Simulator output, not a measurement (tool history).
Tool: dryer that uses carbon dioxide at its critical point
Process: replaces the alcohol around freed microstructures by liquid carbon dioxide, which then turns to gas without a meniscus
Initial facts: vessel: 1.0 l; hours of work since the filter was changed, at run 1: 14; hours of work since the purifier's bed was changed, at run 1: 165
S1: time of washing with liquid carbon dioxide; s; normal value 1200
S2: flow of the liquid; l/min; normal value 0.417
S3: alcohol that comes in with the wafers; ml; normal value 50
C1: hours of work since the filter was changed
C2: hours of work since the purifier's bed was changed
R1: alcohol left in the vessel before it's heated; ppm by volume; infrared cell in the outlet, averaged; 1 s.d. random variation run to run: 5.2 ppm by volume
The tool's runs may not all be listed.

{"run": 1, "hour": 0.0, "S1": 1200, "S2": 0.417, "S3": 50, "C1": 14, "C2": 165, "R1": 97}
{"run": 2, "hour": 28.3, "S1": 1200, "S2": 0.417, "S3": 50, "C1": 24, "C2": 175, "R1": 88}
{"run": 3, "hour": 48.9, "S1": 1200, "S2": 0.417, "S3": 50, "C1": 31, "C2": 183, "R1": 95}
{"run": 4, "hour": 76.8, "S1": 1200, "S2": 0.417, "S3": 50, "C1": 41, "C2": 193, "R1": 97}
{"run": 5, "hour": 105.3, "S1": 1200, "S2": 0.417, "S3": 50, "C1": 52, "C2": 203, "R1": 101}
{"run": 6, "hour": 128.0, "S1": 1200, "S2": 0.417, "S3": 25, "C1": 60, "C2": 211, "R1": 54}
{"run": 7, "hour": 163.4, "S1": 1200, "S2": 0.417, "S3": 40, "C1": 72, "C2": 224, "R1": 90}
{"run": 8, "hour": 185.8, "S1": 1200, "S2": 0.417, "S3": 40, "C1": 80, "C2": 232, "R1": 79}
{"run": 9, "hour": 203.8, "S1": 1200, "S2": 0.417, "S3": 40, "C1": 87, "C2": 238, "R1": 89}
{"run": 10, "hour": 234.0, "S1": 840, "S2": 0.417, "S3": 50, "C1": 98, "C2": 249, "R1": 638}
{"run": 11, "hour": 259.5, "S1": 840, "S2": 0.417, "S3": 50, "C1": 107, "C2": 258, "R1": 637}
{"run": 12, "hour": 284.9, "S1": 840, "S2": 0.417, "S3": 50, "C1": 116, "C2": 268, "R1": 627}
{"run": 13, "hour": 306.6, "S1": 1920, "S2": 0.417, "S3": 50, "C1": 124, "C2": 275, "R1": 12}
{"run": 14, "hour": 329.0, "S1": 1920, "S2": 0.417, "S3": 50, "C1": 132, "C2": 283, "R1": 22}
{"run": 15, "hour": 353.5, "S1": 1920, "S2": 0.417, "S3": 50, "C1": 141, "C2": 292, "R1": 26}
{"run": 16, "hour": 395.3, "S1": 1920, "S2": 0.417, "S3": 50, "C1": 156, "C2": 307, "R1": 29}

4 options for the next run, each taken on its own from the tool as it stands now. Forecast them:
{"run": "A", "hour": 434.3, "S1": 1680, "S2": 0.408, "S3": 21, "C1": 170, "C2": 321, "R1": "?"}
{"run": "B", "hour": 434.3, "S1": 840, "S2": 0.365, "S3": 71, "C1": 170, "C2": 321, "R1": "?"}
{"run": "C", "hour": 434.3, "S1": 1260, "S2": 0.282, "S3": 113, "C1": 170, "C2": 321, "R1": "?"}
{"run": "D", "hour": 434.3, "S1": 1920, "S2": 0.52, "S3": 50, "C1": 170, "C2": 321, "R1": "?"}

run=A R1=30
run=B R1=1632
run=C R1=1586
run=D R1=21
Without the tool's hidden state the same runs would have given:
run=A R1=9
run=B R1=1421
run=C R1=1356
run=D R1=1

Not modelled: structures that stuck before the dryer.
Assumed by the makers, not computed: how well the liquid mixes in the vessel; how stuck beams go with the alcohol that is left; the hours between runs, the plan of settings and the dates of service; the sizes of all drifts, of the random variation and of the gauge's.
